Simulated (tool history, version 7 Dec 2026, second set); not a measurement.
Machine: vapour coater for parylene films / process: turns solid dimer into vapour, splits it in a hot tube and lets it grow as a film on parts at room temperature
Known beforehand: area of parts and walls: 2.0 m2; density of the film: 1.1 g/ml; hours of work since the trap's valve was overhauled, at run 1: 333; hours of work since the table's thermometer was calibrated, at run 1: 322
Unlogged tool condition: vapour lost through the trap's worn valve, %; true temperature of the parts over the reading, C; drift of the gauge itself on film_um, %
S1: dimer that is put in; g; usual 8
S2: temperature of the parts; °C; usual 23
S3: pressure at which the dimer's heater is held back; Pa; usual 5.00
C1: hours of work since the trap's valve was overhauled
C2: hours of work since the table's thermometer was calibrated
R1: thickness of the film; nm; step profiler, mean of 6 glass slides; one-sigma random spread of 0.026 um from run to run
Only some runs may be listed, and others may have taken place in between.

{"run": 1, "hour": 0.0, "S1": 8, "S2": 23, "S3": 5.0, "C1": 333, "C2": 322, "R1": 2360}
{"run": 2, "hour": 11.2, "S1": 8, "S2": 23, "S3": 9.52, "C1": 339, "C2": 329, "R1": 2100}
{"run": 3, "hour": 26.2, "S1": 8, "S2": 23, "S3": 9.52, "C1": 348, "C2": 338, "R1": 2080}
{"hour": 41.2, "done": "trap's valve overhauled"}
{"run": 4, "hour": 42.1, "S1": 8, "S2": 23, "S3": 9.52, "C1": 0, "C2": 345, "R1": 2470}
{"run": 5, "hour": 56.4, "S1": 8, "S2": 23, "S3": 9.52, "C1": 9, "C2": 354, "R1": 2370}
{"run": 6, "hour": 66.8, "S1": 8, "S2": 23, "S3": 9.52, "C1": 15, "C2": 360, "R1": 2370}
{"run": 7, "hour": 79.3, "S1": 8, "S2": 23, "S3": 5.0, "C1": 23, "C2": 367, "R1": 2720}
{"run": 8, "hour": 85.6, "S1": 8, "S2": 23, "S3": 5.0, "C1": 27, "C2": 371, "R1": 2650}
{"run": 9, "hour": 98.4, "S1": 8, "S2": 23, "S3": 7.99, "C1": 34, "C2": 379, "R1": 2450}
{"run": 10, "hour": 110.7, "S1": 8, "S2": 23, "S3": 5.0, "C1": 42, "C2": 386, "R1": 2680}
{"run": 11, "hour": 124.7, "S1": 8, "S2": 23, "S3": 5.0, "C1": 50, "C2": 395, "R1": 2660}
{"run": 12, "hour": 134.0, "S1": 8, "S2": 23, "S3": 5.0, "C1": 56, "C2": 400, "R1": 2630}
{"run": 13, "hour": 149.5, "S1": 8, "S2": 23, "S3": 5.0, "C1": 65, "C2": 410, "R1": 2640}
{"run": 14, "hour": 159.9, "S1": 8, "S2": 30, "S3": 5.0, "C1": 71, "C2": 416, "R1": 1990}
{"run": 15, "hour": 167.0, "S1": 8, "S2": 23, "S3": 5.0, "C1": 76, "C2": 420, "R1": 2580}
{"run": 16, "hour": 181.7, "S1": 8, "S2": 23, "S3": 5.0, "C1": 84, "C2": 429, "R1": 2590}
{"run": 17, "hour": 197.0, "S1": 8, "S2": 23, "S3": 5.0, "C1": 94, "C2": 438, "R1": 2580}
{"run": 18, "hour": 209.8, "S1": 8, "S2": 23, "S3": 5.0, "C1": 101, "C2": 446, "R1": 2600}
{"run": 19, "hour": 217.7, "S1": 8, "S2": 33, "S3": 5.0, "C1": 106, "C2": 451, "R1": 1760}
{"run": 20, "hour": 225.1, "S1": 8, "S2": 23, "S3": 5.0, "C1": 111, "C2": 455, "R1": 2580}
{"run": 21, "hour": 234.3, "S1": 8, "S2": 23, "S3": 5.0, "C1": 116, "C2": 461, "R1": 2590}
{"run": 22, "hour": 246.3, "S1": 8, "S2": 23, "S3": 5.0, "C1": 123, "C2": 468, "R1": 2560}
{"run": 23, "hour": 259.4, "S1": 8, "S2": 23, "S3": 5.0, "C1": 131, "C2": 476, "R1": 2560}
{"run": 24, "hour": 274.3, "S1": 8, "S2": 23, "S3": 5.0, "C1": 140, "C2": 485, "R1": 2520}
{"run": 25, "hour": 288.9, "S1": 8, "S2": 23, "S3": 5.0, "C1": 149, "C2": 493, "R1": 2560}
{"run": 26, "hour": 298.7, "S1": 8, "S2": 16, "S3": 6.83, "C1": 155, "C2": 499, "R1": 3170}
{"run": 27, "hour": 306.9, "S1": 8, "S2": 16, "S3": 6.83, "C1": 160, "C2": 504, "R1": 3110}
{"run": 28, "hour": 314.6, "S1": 8, "S2": 32, "S3": 4.02, "C1": 164, "C2": 509, "R1": 1820}
{"run": 29, "hour": 321.7, "S1": 4, "S2": 24, "S3": 4.02, "C1": 169, "C2": 513, "R1": 1240}
{"run": 30, "hour": 335.8, "S1": 4, "S2": 33, "S3": 4.02, "C1": 177, "C2": 522, "R1": 880}
{"run": 31, "hour": 347.2, "S1": 8, "S2": 23, "S3": 11.71, "C1": 184, "C2": 529, "R1": 2140}
{"run": 32, "hour": 359.0, "S1": 4, "S2": 28, "S3": 3.91, "C1": 191, "C2": 536, "R1": 1070}
{"run": 33, "hour": 365.6, "S1": 4, "S2": 28, "S3": 3.91, "C1": 195, "C2": 540, "R1": 1110}
{"run": 34, "hour": 378.3, "S1": 4, "S2": 28, "S3": 3.91, "C1": 203, "C2": 547, "R1": 1050}
{"run": 35, "hour": 389.2, "S1": 7, "S2": 26, "S3": 3.09, "C1": 209, "C2": 554, "R1": 2080}
{"run": 36, "hour": 402.4, "S1": 8, "S2": 24, "S3": 8.21, "C1": 217, "C2": 562, "R1": 2210}
{"run": 37, "hour": 412.1, "S1": 8, "S2": 23, "S3": 2.5, "C1": 223, "C2": 568, "R1": 2780}
{"run": 38, "hour": 425.9, "S1": 6, "S2": 30, "S3": 8.52, "C1": 231, "C2": 576, "R1": 1250}
{"run": 39, "hour": 439.0, "S1": 8, "S2": 28, "S3": 5.88, "C1": 239, "C2": 584, "R1": 1890}
{"run": 40, "hour": 446.9, "S1": 5, "S2": 19, "S3": 5.0, "C1": 244, "C2": 588, "R1": 1800}
{"run": 41, "hour": 456.1, "S1": 6, "S2": 28, "S3": 9.63, "C1": 249, "C2": 594, "R1": 1300}
{"run": 42, "hour": 463.9, "S1": 6, "S2": 21, "S3": 3.93, "C1": 254, "C2": 599, "R1": 2020}
{"run": 43, "hour": 470.6, "S1": 6, "S2": 21, "S3": 3.93, "C1": 258, "C2": 603, "R1": 2040}
{"run": 44, "hour": 479.0, "S1": 6, "S2": 27, "S3": 2.84, "C1": 263, "C2": 608, "R1": 1680}
{"run": 45, "hour": 489.2, "S1": 13, "S2": 24, "S3": 10.83, "C1": 269, "C2": 614, "R1": 3250}
{"run": 46, "hour": 497.1, "S1": 13, "S2": 24, "S3": 10.83, "C1": 274, "C2": 619, "R1": 3200}
{"run": 47, "hour": 505.7, "S1": 13, "S2": 24, "S3": 10.83, "C1": 279, "C2": 624, "R1": 3220}

Pick out some run-to-run changes in R1. Of each, how much would a tool without hidden state show as well, from the settings, what came in and chance, and how much is left for the hidden state and any gauge scatter not in both results compared?
Run 3 -> 4: trap's valve overhauled. R1 +390 nm: hidden state +330, all else +60.
Run 27 -> 28: S2 16 -> 32, S3 6.83 -> 4.02. R1 -1290 nm: hidden state +140, all else -1430.
Run 37 -> 38: S1 8 -> 6, S2 23 -> 30, S3 2.50 -> 8.52. R1 -1530 nm: hidden state +210, all else -1740.
Run 44 -> 45: S1 6 -> 13, S2 27 -> 24, S3 2.84 -> 10.83. R1 +1570 nm: hidden state -260, all else +1830.

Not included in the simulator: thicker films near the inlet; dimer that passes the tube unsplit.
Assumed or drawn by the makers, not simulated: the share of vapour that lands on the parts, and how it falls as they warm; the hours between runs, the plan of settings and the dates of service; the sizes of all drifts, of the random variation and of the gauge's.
